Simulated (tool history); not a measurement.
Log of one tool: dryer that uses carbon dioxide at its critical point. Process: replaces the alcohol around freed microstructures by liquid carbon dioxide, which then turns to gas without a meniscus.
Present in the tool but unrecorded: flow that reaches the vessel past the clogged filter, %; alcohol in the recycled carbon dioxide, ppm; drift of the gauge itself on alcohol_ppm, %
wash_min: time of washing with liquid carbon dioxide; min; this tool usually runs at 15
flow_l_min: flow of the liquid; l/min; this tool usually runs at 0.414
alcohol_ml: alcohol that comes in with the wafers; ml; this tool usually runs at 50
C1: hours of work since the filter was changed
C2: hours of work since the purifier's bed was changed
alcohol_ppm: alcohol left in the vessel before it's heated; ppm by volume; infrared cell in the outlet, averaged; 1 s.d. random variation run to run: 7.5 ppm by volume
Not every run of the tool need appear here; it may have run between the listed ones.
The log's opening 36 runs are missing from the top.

run 37 day=13.317 | wash_min=16 flow_l_min=0.673 alcohol_ml=29 | C1=140 C2=269 | alcohol_ppm=135
run 38 day=13.588 | wash_min=16 flow_l_min=0.673 alcohol_ml=101 | C1=143 C2=273 | alcohol_ppm=174
run 39 day=13.817 | wash_min=17 flow_l_min=0.439 alcohol_ml=81 | C1=146 C2=275 | alcohol_ppm=650
run 40 day=14.146 | wash_min=22 flow_l_min=0.414 alcohol_ml=50 | C1=150 C2=280 | alcohol_ppm=240
run 41 day=14.412 | wash_min=22 flow_l_min=0.414 alcohol_ml=51 | C1=153 C2=283 | alcohol_ppm=246
run 42 day=14.796 | wash_min=21 flow_l_min=0.274 alcohol_ml=30 | C1=158 C2=288 | alcohol_ppm=801
run 43 day=15.004 | wash_min=18 flow_l_min=0.274 alcohol_ml=42 | C1=161 C2=290 | alcohol_ppm=1795
run 44 day=15.417 | wash_min=10 flow_l_min=0.274 alcohol_ml=107 | C1=166 C2=295 | alcohol_ppm=18013

Each row is a separate what-if for the run after 44, all from the same tool condition, not one after another. Results?
run A day=15.771 | wash_min=10 flow_l_min=0.492 alcohol_ml=41 | C1=170 C2=300 | alcohol_ppm=?
run B day=15.771 | wash_min=21 flow_l_min=0.274 alcohol_ml=107 | C1=170 C2=300 | alcohol_ppm=?
run C day=15.771 | wash_min=15 flow_l_min=0.435 alcohol_ml=21 | C1=170 C2=300 | alcohol_ppm=?
run D day=15.771 | wash_min=12 flow_l_min=0.252 alcohol_ml=46 | C1=170 C2=300 | alcohol_ppm=?
run E day=15.771 | wash_min=15 flow_l_min=0.274 alcohol_ml=58 | C1=170 C2=300 | alcohol_ppm=?

run=A alcohol_ppm=1730
run=B alcohol_ppm=2654
run=C alcohol_ppm=416
run=D alcohol_ppm=6454
run=E alcohol_ppm=4224
The same runs, with their run-to-run variation unchanged, on a tool lacking any hidden condition would have given:
run=A alcohol_ppm=817
run=B alcohol_ppm=1172
run=C alcohol_ppm=127
run=D alcohol_ppm=4208
run=E alcohol_ppm=2345
